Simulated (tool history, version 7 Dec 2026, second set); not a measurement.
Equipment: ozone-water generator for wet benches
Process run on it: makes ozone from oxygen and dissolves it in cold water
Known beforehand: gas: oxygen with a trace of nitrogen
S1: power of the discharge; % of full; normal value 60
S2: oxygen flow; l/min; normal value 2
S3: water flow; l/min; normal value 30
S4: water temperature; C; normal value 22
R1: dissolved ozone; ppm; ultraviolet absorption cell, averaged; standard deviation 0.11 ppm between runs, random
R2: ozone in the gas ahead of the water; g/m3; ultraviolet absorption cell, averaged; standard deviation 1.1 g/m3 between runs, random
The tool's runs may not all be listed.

run      day  S1    S2  S3  S4    R1     R2
  1        0  60     2  30  22   6.4  201.8
  2    3.446  60     2  30  22   6.3  201.4
  3   10.746  60     2  29  22   6.6  202.7
  4   18.446  60     2  29  22   6.6  201.6
  5   24.275  60     2  30  26     6    201
  6     29.1  60     2  36  26   4.8  200.7
  7   32.842  60     2  36  26     5    201
  8   38.396  60     2  36  26   4.9  201.7
      39.621  -- water thermometer calibrated
  9   43.708  57     2  30  22   6.2  192.4
 10   51.142  57     2  30  22     6  190.6
 11   57.017  57     2  30  22   5.9  192.3
 12   61.067  57     2  29  22   6.1  192.1
 13   66.208  57     2  29  22   6.2  191.2
 14   72.362  57     2  37  22   4.7  193.3
 15   80.379  57     2  37  22   4.4  191.2
 16   84.775  60     2  27  22   6.8  200.8
 17   90.392  56   1.8  20  28   8.3  200.2
 18   97.938  67  1.06  18  27  10.1  331.2
 19  105.929  60  1.89  30  20   6.2  206.8
 20  110.475  48     2  39  21   3.8  163.9
 21  114.312  68  2.26  30  14   7.4  204.7
 22  121.767  68  2.26  30  14   7.2  205.4
 23  128.021  68  2.26  30  14   7.2    204
 24  132.858  68  1.61  30  14   6.9  254.6
 25  140.362  68  1.61  30  14   6.6  253.5
 26  145.758  68  1.61  30  14   6.7  254.5
 27   152.35  68  1.61  30  14   6.7  252.6
 28  159.875  60  2.99  23  24   8.1  150.7
 29  163.179  57  1.33  34  29   4.2  244.8
 30  169.379  60  1.31  31  18   5.3  259.1
 31  172.746  60  1.31  39  23   3.8  257.2
 32  177.192  60  2.95  39  23   4.7  152.6

Predict each of these 5 candidate next runs independently; none follows another, all start after run 32:
  A  184.508  57  3.07  33  23   ?   ?
  B  184.508  56     2  30  22   ?   ?
  C  184.508  93  2.95  28  17   ?   ?
  D  184.508  60  2.95  39  27   ?   ?
  E  184.508  67   1.2  39  29   ?   ?

run   R1     R2
  A  5.4    141
  B  5.3  183.8
  C   10  222.7
  D  4.3  153.3
  E  4.2  305.1
Without the tool's unlogged condition, the same runs would have read:
run    R1     R2
  A   6.4  147.5
  B   6.4  192.1
  C  12.2  238.6
  D   5.2  160.8
  E   5.1  321.7
